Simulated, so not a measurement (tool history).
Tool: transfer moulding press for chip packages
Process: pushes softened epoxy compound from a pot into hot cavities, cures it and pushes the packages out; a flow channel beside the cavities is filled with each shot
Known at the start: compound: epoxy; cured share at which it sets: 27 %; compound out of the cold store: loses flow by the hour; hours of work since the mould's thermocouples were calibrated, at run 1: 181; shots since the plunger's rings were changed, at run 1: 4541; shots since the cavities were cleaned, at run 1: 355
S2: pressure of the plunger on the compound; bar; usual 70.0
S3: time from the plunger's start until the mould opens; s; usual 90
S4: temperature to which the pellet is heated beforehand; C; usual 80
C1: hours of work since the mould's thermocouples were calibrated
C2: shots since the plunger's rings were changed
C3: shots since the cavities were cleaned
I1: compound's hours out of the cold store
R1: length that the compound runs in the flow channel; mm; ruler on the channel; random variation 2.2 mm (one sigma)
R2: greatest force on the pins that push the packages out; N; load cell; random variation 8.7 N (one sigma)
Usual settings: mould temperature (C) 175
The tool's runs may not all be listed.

Run 1, hour 0.0: usual settings; C1 181; C2 4541; C3 355; I1 26.3. Result: R1 508 mm, R2 642 N.
At hour 22.8: cavities cleaned with cleaning compound and waxed.
Run 2, hour 39.9: usual settings; C1 209; C2 5045; C3 224; I1 46.8. Result: R1 442 mm, R2 568 N.
At hour 74.9: cavities cleaned with cleaning compound and waxed.
Run 3, hour 78.1: usual settings but S2 62.9 bar; C1 234; C2 5525; C3 42; I1 24.4. Result: R1 480 mm, R2 451 N.
Run 4, hour 115.4: usual settings but mould temperature (C) 178; C1 261; C2 6014; C3 531; I1 42.0. Result: R1 450 mm, R2 652 N.
At hour 127.0: cavities cleaned with cleaning compound and waxed.
Run 5, hour 150.6: usual settings but S2 61.3 bar; C1 285; C2 6456; C3 309; I1 32.6. Result: R1 452 mm, R2 616 N.
At hour 178.6: cavities cleaned with cleaning compound and waxed.
At hour 193.3: plunger's sealing rings changed.
Run 6, hour 210.4: usual settings but mould temperature (C) 171, S2 61.3 bar; C1 324; C2 223; C3 383; I1 42.1. Result: R1 449 mm, R2 717 N.
At hour 229.4: cavities cleaned with cleaning compound and waxed.
Run 7, hour 253.7: usual settings but S4 82 C; C1 354; C2 771; C3 318; I1 18.9. Result: R1 542 mm, R2 597 N.
At hour 280.9: cavities cleaned with cleaning compound and waxed.
Run 8, hour 318.4: usual settings but S4 82 C; C1 399; C2 1599; C3 491; I1 28.7. Result: R1 508 mm, R2 681 N.
At hour 333.3: cavities cleaned with cleaning compound and waxed.
Run 9, hour 347.8: usual settings but mould temperature (C) 182; C1 418; C2 1965; C3 191; I1 41.7. Result: R1 461 mm, R2 470 N.
At hour 383.8: cavities cleaned with cleaning compound and waxed.
Run 10, hour 401.3: usual settings but mould temperature (C) 182; C1 455; C2 2646; C3 229; I1 38.9. Result: R1 462 mm, R2 525 N.
At hour 432.7: cavities cleaned with cleaning compound and waxed.
Run 11, hour 466.3: usual settings; C1 500; C2 3478; C3 440; I1 29.2. Result: R1 501 mm, R2 662 N.
At hour 480.9: cavities cleaned with cleaning compound and waxed.
Run 12, hour 513.7: usual settings; C1 533; C2 4079; C3 430; I1 21.0. Result: R1 525 mm, R2 671 N.
At hour 531.1: cavities cleaned with cleaning compound and waxed.
Run 13, hour 546.5: usual settings; C1 555; C2 4490; C3 203; I1 46.5. Result: R1 448 mm, R2 558 N.
At hour 582.4: cavities cleaned with cleaning compound and waxed.
Run 14, hour 601.5: usual settings but S2 71.6 bar, S4 86 C; C1 593; C2 5191; C3 252; I1 12.2. Result: R1 555 mm, R2 596 N.
At hour 631.2: cavities cleaned with cleaning compound and waxed.
Run 15, hour 647.4: usual settings but mould temperature (C) 179, S2 71.6 bar, S3 111 s, S4 86 C; C1 624; C2 5772; C3 213; I1 13.8. Result: R1 542 mm, R2 517 N.
At hour 681.0: cavities cleaned with cleaning compound and waxed.
Run 16, hour 715.7: usual settings but mould temperature (C) 174, S2 65.0 bar, S3 79 s, S4 79 C; C1 671; C2 6647; C3 455; I1 32.7. Result: R1 463 mm, R2 792 N.
At hour 729.5: cavities cleaned with cleaning compound and waxed.
At hour 742.8: plunger's sealing rings changed.
At hour 784.7: cavities cleaned with cleaning compound and waxed.
Run 17, hour 786.7: usual settings but mould temperature (C) 174, S2 65.0 bar, S3 79 s, S4 79 C; C1 718; C2 555; C3 26; I1 20.2. Result: R1 521 mm, R2 500 N.
Run 18, hour 824.4: usual settings but mould temperature (C) 171, S2 53.0 bar, S3 129 s, S4 83 C; C1 744; C2 1049; C3 520; I1 27.8. Result: R1 457 mm, R2 598 N.

Forecast run 19:
At hour 837.8: cavities cleaned with cleaning compound and waxed.
Run 19, hour 878.5: usual settings but mould temperature (C) 171, S2 53.0 bar, S3 129 s, S4 83 C; C1 782; C2 1738; C3 533; I1 32.3. Result: R1 ?, R2 ?.

{"run 19": {"R1": 438, "R2": 608}}
Without the tool's hidden state the same run would have given R1 446 mm, R2 342 N.
